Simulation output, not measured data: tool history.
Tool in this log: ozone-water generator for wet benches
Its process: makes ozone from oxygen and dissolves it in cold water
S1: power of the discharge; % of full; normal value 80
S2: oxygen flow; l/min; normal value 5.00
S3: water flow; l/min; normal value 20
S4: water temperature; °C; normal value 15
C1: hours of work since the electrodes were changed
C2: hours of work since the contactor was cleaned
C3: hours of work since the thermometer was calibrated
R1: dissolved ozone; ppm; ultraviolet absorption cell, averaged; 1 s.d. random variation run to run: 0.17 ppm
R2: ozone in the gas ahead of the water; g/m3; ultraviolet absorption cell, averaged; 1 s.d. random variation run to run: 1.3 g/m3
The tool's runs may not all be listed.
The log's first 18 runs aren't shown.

run	hour	S1	S2	S3	S4	C1	C2	C3	R1	R2
# hour 975.7: contactor cleaned
19	997.0	80	2.94	20	12	2095	16	2409	21.2	303.6
20	1030.9	80	5.92	20	15	2121	42	2435	21.7	206.8
21	1063.8	51	4.94	20	7	2146	67	2460	17.7	167.6
22	1105.9	51	4.94	20	7	2178	99	2492	17.6	169.1
23	1139.7	57	2.70	32	13	2203	125	2518	10.1	253.4
24	1178.7	80	3.64	13	9	2233	154	2547	32.4	268.5
25	1217.7	80	5.00	20	8	2263	184	2577	23.8	229.2
26	1285.2	80	3.03	20	22	2314	235	2628	19.1	293.3

What will run 27 give?
27	1353.2	92	5.00	27	8	2366	287	2680	?	?

R1: 19.8 ppm
R2: 250.2 g/m3
Without the tool's hidden state the same run would have given R1 21.4 ppm, R2 268.5 g/m3.
